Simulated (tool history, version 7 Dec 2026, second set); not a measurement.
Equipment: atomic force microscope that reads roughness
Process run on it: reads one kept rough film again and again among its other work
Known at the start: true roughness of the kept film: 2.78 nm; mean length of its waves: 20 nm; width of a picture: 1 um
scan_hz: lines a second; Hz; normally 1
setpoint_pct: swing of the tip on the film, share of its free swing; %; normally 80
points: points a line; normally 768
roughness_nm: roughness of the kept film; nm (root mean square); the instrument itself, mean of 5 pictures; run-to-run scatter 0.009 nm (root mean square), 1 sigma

run   hour  scan_hz  setpoint_pct  points  roughness_nm
  1      0        1            80     768         1.776
  2   13.2        1            80     768         1.706
  3   28.2        1            80     768         1.678
  4   38.7        1            80     768         1.652
  5   48.7        1            80     768         1.623
  6   63.2        1            80     768         1.571
  7   73.5        1            80     768         1.555
  8   83.9        1            71     768         1.571
  9  101.7        1            71     768          1.53
 10  112.6        1            80     875          1.47
 11    123     1.76            76     560         1.396
 12  135.7        1            66     752         1.457
     144.4  -- new tip fitted
 13  148.8        1            66     752         2.068
 14  158.9        1            66     752         2.036
 15  167.4        1            66     752         1.994
 16  184.4     0.51            66     977         1.959
 17  194.7     0.78            88     391         1.787
 18  205.8     0.78            88     663         1.766
 19  223.5     1.84            88     757         1.552
 20  231.3     1.84            88     757         1.518

Alternative continuations, all from the tool just after run 20; predict every row:
  A  243.8     0.74            85     768             ?
  B  243.8     1.84            88    1008             ?
  C  243.8     0.98            88     768             ?
  D  243.8     0.68            76     677             ?

run  roughness_nm
  A         1.652
  B         1.512
  C         1.605
  D         1.705
The same runs, with their run-to-run variation unchanged, on a tool lacking any hidden condition would have given:
run  roughness_nm
  A         2.015
  B         1.843
  C         1.956
  D         2.077

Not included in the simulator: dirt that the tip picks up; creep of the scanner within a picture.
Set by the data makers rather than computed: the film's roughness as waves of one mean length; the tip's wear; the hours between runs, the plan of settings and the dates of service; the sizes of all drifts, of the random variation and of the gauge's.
